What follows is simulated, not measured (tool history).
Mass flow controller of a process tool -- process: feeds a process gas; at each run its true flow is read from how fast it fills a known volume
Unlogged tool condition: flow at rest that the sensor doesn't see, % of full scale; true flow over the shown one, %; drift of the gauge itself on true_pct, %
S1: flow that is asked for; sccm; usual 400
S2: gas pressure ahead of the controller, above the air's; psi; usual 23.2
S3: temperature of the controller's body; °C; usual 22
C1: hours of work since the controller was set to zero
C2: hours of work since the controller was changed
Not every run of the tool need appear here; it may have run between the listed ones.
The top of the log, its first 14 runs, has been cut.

{"run": 15, "hour": 3752.8, "S1": 400, "S2": 29.6, "S3": 39, "C1": 5044, "C2": 5044, "true flow (%)": 98.83}
{"run": 16, "hour": 3981.8, "S1": 94, "S2": 23.2, "S3": 22, "C1": 5160, "C2": 5160, "true flow (%)": 98.96}
{"run": 17, "hour": 4338.1, "S1": 94, "S2": 23.2, "S3": 22, "C1": 5339, "C2": 5339, "true flow (%)": 99.08}
{"run": 18, "hour": 4727.4, "S1": 400, "S2": 23.2, "S3": 22, "C1": 5535, "C2": 5535, "true flow (%)": 100.85}
{"run": 19, "hour": 5013.2, "S1": 400, "S2": 23.2, "S3": 22, "C1": 5678, "C2": 5678, "true flow (%)": 101.06}
{"run": 20, "hour": 5202.1, "S1": 400, "S2": 20.6, "S3": 22, "C1": 5773, "C2": 5773, "true flow (%)": 101.09}
{"run": 21, "hour": 5421.6, "S1": 400, "S2": 23.2, "S3": 32, "C1": 5884, "C2": 5884, "true flow (%)": 100.01}
{"run": 22, "hour": 5787.5, "S1": 400, "S2": 26.4, "S3": 22, "C1": 6068, "C2": 6068, "true flow (%)": 101.15}
{"run": 23, "hour": 5974.9, "S1": 400, "S2": 26.4, "S3": 22, "C1": 6162, "C2": 6162, "true flow (%)": 101.04}
{"run": 24, "hour": 6259.4, "S1": 400, "S2": 26.4, "S3": 22, "C1": 6305, "C2": 6305, "true flow (%)": 101.2}
{"run": 25, "hour": 6596.7, "S1": 400, "S2": 22.6, "S3": 35, "C1": 6475, "C2": 6475, "true flow (%)": 100.04}

The next listed run, before its measurement:
{"run": 26, "hour": 6966.8, "S1": 319, "S2": 23.1, "S3": 26, "C1": 6661, "C2": 6661, "true flow (%)": "?"}

{"run 26": {"true flow (%)": 100.52}}
With the hidden condition absent and the run-to-run variation left alone, this run would have shown true flow (%) 98.94.

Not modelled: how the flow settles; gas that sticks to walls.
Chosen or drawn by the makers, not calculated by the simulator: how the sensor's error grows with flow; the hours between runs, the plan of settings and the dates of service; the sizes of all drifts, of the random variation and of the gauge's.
